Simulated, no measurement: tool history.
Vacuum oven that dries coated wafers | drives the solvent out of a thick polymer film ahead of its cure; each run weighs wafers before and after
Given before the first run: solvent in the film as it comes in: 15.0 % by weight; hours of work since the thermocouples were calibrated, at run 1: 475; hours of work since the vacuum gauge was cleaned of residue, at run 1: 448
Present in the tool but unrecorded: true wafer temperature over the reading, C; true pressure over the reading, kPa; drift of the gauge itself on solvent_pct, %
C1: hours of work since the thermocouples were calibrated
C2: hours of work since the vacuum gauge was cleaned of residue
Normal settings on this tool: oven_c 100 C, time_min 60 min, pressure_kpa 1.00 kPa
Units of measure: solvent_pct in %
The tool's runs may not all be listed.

{"run": 1, "hour": 0.0, "oven_c": 100, "time_min": 60, "pressure_kpa": 1.0, "C1": 475, "C2": 448, "solvent_pct": 1.91}
{"run": 2, "hour": 16.7, "oven_c": 100, "time_min": 60, "pressure_kpa": 1.0, "C1": 485, "C2": 458, "solvent_pct": 1.89}
{"run": 3, "hour": 46.8, "oven_c": 100, "time_min": 60, "pressure_kpa": 1.0, "C1": 502, "C2": 475, "solvent_pct": 1.88}
{"run": 4, "hour": 79.0, "oven_c": 100, "time_min": 60, "pressure_kpa": 1.0, "C1": 521, "C2": 494, "solvent_pct": 1.89}
{"run": 5, "hour": 116.9, "oven_c": 100, "time_min": 60, "pressure_kpa": 1.0, "C1": 543, "C2": 516, "solvent_pct": 1.94}
{"run": 6, "hour": 147.2, "oven_c": 100, "time_min": 60, "pressure_kpa": 1.0, "C1": 560, "C2": 533, "solvent_pct": 1.88}
{"run": 7, "hour": 173.3, "oven_c": 100, "time_min": 60, "pressure_kpa": 1.0, "C1": 575, "C2": 548, "solvent_pct": 1.84}
{"run": 8, "hour": 198.8, "oven_c": 100, "time_min": 60, "pressure_kpa": 1.0, "C1": 590, "C2": 563, "solvent_pct": 1.81}
{"run": 9, "hour": 215.4, "oven_c": 100, "time_min": 60, "pressure_kpa": 1.0, "C1": 600, "C2": 573, "solvent_pct": 1.87}
{"run": 10, "hour": 252.4, "oven_c": 90, "time_min": 60, "pressure_kpa": 1.0, "C1": 621, "C2": 594, "solvent_pct": 3.92}
{"run": 11, "hour": 282.5, "oven_c": 90, "time_min": 60, "pressure_kpa": 1.0, "C1": 638, "C2": 611, "solvent_pct": 3.96}
{"run": 12, "hour": 306.7, "oven_c": 100, "time_min": 60, "pressure_kpa": 1.0, "C1": 652, "C2": 625, "solvent_pct": 1.98}
{"run": 13, "hour": 335.2, "oven_c": 100, "time_min": 60, "pressure_kpa": 0.84, "C1": 669, "C2": 642, "solvent_pct": 1.74}
{"run": 14, "hour": 367.2, "oven_c": 113, "time_min": 41, "pressure_kpa": 0.7, "C1": 687, "C2": 660, "solvent_pct": 0.89}
{"run": 15, "hour": 396.7, "oven_c": 108, "time_min": 49, "pressure_kpa": 0.7, "C1": 704, "C2": 677, "solvent_pct": 1.09}
{"run": 16, "hour": 435.4, "oven_c": 108, "time_min": 51, "pressure_kpa": 1.35, "C1": 726, "C2": 699, "solvent_pct": 1.31}
{"run": 17, "hour": 463.5, "oven_c": 107, "time_min": 108, "pressure_kpa": 0.66, "C1": 742, "C2": 716, "solvent_pct": 0.53}
{"run": 18, "hour": 503.6, "oven_c": 110, "time_min": 44, "pressure_kpa": 0.65, "C1": 766, "C2": 739, "solvent_pct": 1.0}
{"run": 19, "hour": 521.1, "oven_c": 110, "time_min": 44, "pressure_kpa": 0.65, "C1": 776, "C2": 749, "solvent_pct": 1.05}
{"run": 20, "hour": 549.2, "oven_c": 110, "time_min": 44, "pressure_kpa": 0.65, "C1": 792, "C2": 765, "solvent_pct": 1.08}

Run 21 is up next; what results do you expect?
{"run": 21, "hour": 578.7, "oven_c": 110, "time_min": 44, "pressure_kpa": 0.65, "C1": 809, "C2": 782, "solvent_pct": "?"}

Run 21 measured solvent_pct 0.99 %.
On a tool with no hidden condition, and with the same random variation, this run would have come out at solvent_pct 0.97 %.
